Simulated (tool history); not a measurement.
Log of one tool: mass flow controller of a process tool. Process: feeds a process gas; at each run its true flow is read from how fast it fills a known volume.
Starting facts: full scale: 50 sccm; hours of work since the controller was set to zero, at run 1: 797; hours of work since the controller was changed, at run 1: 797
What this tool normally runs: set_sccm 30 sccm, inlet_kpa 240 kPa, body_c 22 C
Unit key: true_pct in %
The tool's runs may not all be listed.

| run | hour | set_sccm | inlet_kpa | body_c | hours of work since the controller was set to zero | hours of work since the controller was changed | true_pct |
|---|---|---|---|---|---|---|---|
| 1 | 0.0 | 30 | 240 | 22 | 797 | 797 | 98.99 |
| 2 | 163.1 | 30 | 240 | 22 | 877 | 877 | 98.85 |
| 3 | 454.8 | 30 | 240 | 22 | 1021 | 1021 | 99.01 |
| 4 | 717.7 | 30 | 240 | 22 | 1150 | 1150 | 98.89 |
| 5 | 905.9 | 30 | 240 | 22 | 1242 | 1242 | 99.03 |
| 6 | 1123.4 | 30 | 240 | 22 | 1349 | 1349 | 98.99 |
| 7 | 1335.8 | 30 | 240 | 22 | 1453 | 1453 | 99.05 |
| 8 | 1503.6 | 31 | 240 | 22 | 1536 | 1536 | 99.12 |
| 9 | 1749.8 | 46 | 240 | 22 | 1656 | 1656 | 99.71 |
| 10 | 1898.7 | 30 | 258 | 22 | 1730 | 1730 | 99.24 |
| 11 | 2189.0 | 30 | 258 | 22 | 1872 | 1872 | 99.37 |
| 12 | 2385.2 | 30 | 240 | 22 | 1968 | 1968 | 99.08 |
| 13 | 2670.3 | 30 | 240 | 22 | 2108 | 2108 | 99.13 |
|  | 2690.9 | controller's zero set anew |
| 14 | 2884.8 | 21 | 240 | 22 | 95 | 2213 | 99.60 |
| 15 | 3047.1 | 21 | 240 | 22 | 175 | 2293 | 99.55 |
|  | 3206.1 | controller's zero set anew, once more |
| 16 | 3206.1 | 6 | 240 | 22 | 0 | 2371 | 97.19 |
| 17 | 3384.1 | 30 | 256 | 22 | 87 | 2458 | 98.41 |
| 18 | 3530.0 | 30 | 256 | 22 | 159 | 2530 | 98.32 |
| 19 | 3733.8 | 30 | 240 | 28 | 259 | 2630 | 99.08 |
| 20 | 4012.4 | 30 | 240 | 28 | 396 | 2767 | 99.19 |
| 21 | 4270.9 | 30 | 277 | 28 | 523 | 2894 | 99.21 |
| 22 | 4475.2 | 30 | 240 | 31 | 623 | 2994 | 99.41 |
| 23 | 4734.5 | 30 | 151 | 22 | 750 | 3121 | 98.28 |
| 24 | 4874.4 | 50 | 158 | 37 | 819 | 3190 | 101.00 |
| 25 | 5181.4 | 7 | 158 | 37 | 970 | 3341 | 99.93 |
| 26 | 5479.0 | 12 | 235 | 34 | 1116 | 3487 | 99.45 |
| 27 | 5652.5 | 12 | 235 | 34 | 1201 | 3572 | 99.50 |
| 28 | 5798.9 | 30 | 184 | 30 | 1273 | 3644 | 99.22 |
| 29 | 6000.3 | 9 | 205 | 28 | 1372 | 3743 | 99.12 |
| 30 | 6276.2 | 30 | 198 | 20 | 1507 | 3878 | 98.40 |
| 31 | 6478.9 | 37 | 198 | 37 | 1607 | 3978 | 100.59 |
| 32 | 6728.0 | 16 | 248 | 32 | 1729 | 4100 | 99.65 |
| 33 | 6959.9 | 5 | 208 | 31 | 1843 | 4214 | 101.31 |
| 34 | 7227.3 | 33 | 208 | 31 | 1974 | 4345 | 99.81 |
| 35 | 7392.3 | 7 | 240 | 22 | 2055 | 4426 | 99.69 |
| 36 | 7574.8 | 6 | 171 | 30 | 2145 | 4516 | 101.03 |
| 37 | 7744.2 | 8 | 252 | 28 | 2228 | 4599 | 100.40 |
| 38 | 8000.1 | 8 | 252 | 28 | 2354 | 4725 | 100.28 |
| 39 | 8284.5 | 8 | 244 | 29 | 2493 | 4864 | 100.66 |
| 40 | 8488.8 | 8 | 141 | 29 | 2593 | 4964 | 100.36 |
| 41 | 8763.4 | 8 | 141 | 29 | 2728 | 5099 | 100.66 |
| 42 | 8979.1 | 10 | 157 | 20 | 2834 | 5205 | 99.10 |
| 43 | 9165.2 | 11 | 178 | 32 | 2926 | 5296 | 100.50 |
| 44 | 9385.2 | 11 | 142 | 32 | 3034 | 5404 | 100.49 |
| 45 | 9606.6 | 20 | 259 | 31 | 3142 | 5513 | 99.99 |

Pick out some run-to-run changes in true_pct. Of each, how much would a tool without hidden state show as well, from the settings, what came in and chance, and how much is left for the hidden state and any gauge scatter not in both results compared?
Hidden state at play: flow at rest that the sensor doesn't see, % of full scale; true flow over the shown one, %; drift of the gauge itself on true_pct, %.
Run 15 -> 16: set_sccm 21 -> 6, controller's zero set anew, once more. true_pct -2.36 %: hidden state -1.65, all else -0.71.
Run 23 -> 24: set_sccm 30 -> 50, inlet_kpa 151 -> 158, body_c 22 -> 37. true_pct +2.72 %: hidden state -0.09, all else +2.81.
Run 30 -> 31: set_sccm 30 -> 37, body_c 20 -> 37. true_pct +2.19 %: hidden state -0.08, all else +2.27.
Run 32 -> 33: set_sccm 16 -> 5, inlet_kpa 248 -> 208, body_c 32 -> 31. true_pct +1.66 %: hidden state +2.51, all else -0.85.
Run 33 -> 34: set_sccm 5 -> 33. true_pct -1.50 %: hidden state -3.00, all else +1.50.
Run 34 -> 35: set_sccm 33 -> 7, inlet_kpa 208 -> 240, body_c 31 -> 22. true_pct -0.12 %: hidden state +2.24, all else -2.36.
